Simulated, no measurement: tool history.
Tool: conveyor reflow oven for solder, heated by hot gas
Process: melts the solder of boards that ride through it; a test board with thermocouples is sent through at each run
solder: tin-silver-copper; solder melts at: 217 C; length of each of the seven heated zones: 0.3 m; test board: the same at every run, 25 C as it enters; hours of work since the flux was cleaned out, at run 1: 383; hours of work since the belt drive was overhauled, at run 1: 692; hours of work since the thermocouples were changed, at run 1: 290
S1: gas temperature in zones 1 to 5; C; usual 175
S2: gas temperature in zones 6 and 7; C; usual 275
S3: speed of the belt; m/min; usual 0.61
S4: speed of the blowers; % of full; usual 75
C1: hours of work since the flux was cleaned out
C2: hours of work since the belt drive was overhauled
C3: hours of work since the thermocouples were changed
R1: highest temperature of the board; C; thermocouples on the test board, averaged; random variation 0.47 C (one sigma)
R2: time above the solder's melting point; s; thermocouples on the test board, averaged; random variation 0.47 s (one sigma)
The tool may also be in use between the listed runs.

run   hour   S1   S2     S3  S4   C1   C2   C3     R1    R2
  1      0  175  275   0.61  75  383  692  290  250.6  43.4
  2   32.4  175  275  0.599  75  403  713  310  251.7    44
  3   57.2  175  275  0.599  75  419  729  326  251.1    44
  4   75.6  175  275  0.663  75  430  740  337  246.9  35.8
        95  -- flux residue cleaned out of gas plates and filters
  5  101.3  175  275  0.663  75    4  753  350  252.9  39.5
  6  126.2  175  275   0.61  75   20  769  366  254.4  45.2
  7  144.5  175  272   0.61  75   31  781  378    252    44
  8    166  176  263  0.629  57   45  794  391  238.5  31.3
  9  194.4  176  263  0.629  57   63  812  409  237.9  31.6
 10  229.2  175  269   0.61  51   85  834  431  241.2  34.7
 11  257.3  175  269   0.61  51  102  852  449  240.7  34.1

3 ways to go on from here, each from the tool as it stands after run 11. What would each give?
  A  277.4  175  281  0.642  55  115  864  462   ?   ?
  B  277.4  180  269  0.643  65  115  864  462   ?   ?
  C  277.4  175  269  0.634  51  115  864  462   ?   ?

run     R1    R2
  A  249.2  38.7
  B  245.2  38.4
  C  238.3  30.5
Without the tool's hidden state the same runs would have given:
run     R1    R2
  A  250.6  39.3
  B  246.7  39.1
  C  239.5  31.5
